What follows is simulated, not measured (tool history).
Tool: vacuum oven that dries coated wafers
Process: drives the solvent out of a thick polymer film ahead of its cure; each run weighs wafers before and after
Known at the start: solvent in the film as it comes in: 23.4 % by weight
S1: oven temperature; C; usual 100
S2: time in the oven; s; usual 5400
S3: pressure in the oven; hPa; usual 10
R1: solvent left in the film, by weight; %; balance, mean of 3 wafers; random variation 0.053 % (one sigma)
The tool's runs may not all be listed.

run   hour   S1    S2    S3    R1
  1      0  100  5400    10     2
  2   23.5  100  5400    10  2.06
  3   55.2  100  5400    10  2.03
  4   97.9  100  5400    10  2.08
  5  127.7   95  5400    10  3.47
     132.1  -- oven's thermocouples calibrated
  6  161.2   95  5400    10  3.46
  7    189   95  5400    10  3.57
  8    220   95  5400    10  3.65
  9  258.7  107  8940  28.7  2.06
     278.6  -- oven's thermocouples calibrated, once more
 10  298.9   91  3600    10  7.81
 11  339.3  105  5160    10  1.31
 12  381.1  107  3960    10  1.45
 13  418.2   85  5820   7.9  7.58
 14  458.2   85  5820  28.9  9.76

The next listed run, before its measurement:
 15  491.7  113  3180  7.6   ?

Run 15 gave R1 0.86 %.
Without the tool's hidden state the same run would have given R1 0.63 %.

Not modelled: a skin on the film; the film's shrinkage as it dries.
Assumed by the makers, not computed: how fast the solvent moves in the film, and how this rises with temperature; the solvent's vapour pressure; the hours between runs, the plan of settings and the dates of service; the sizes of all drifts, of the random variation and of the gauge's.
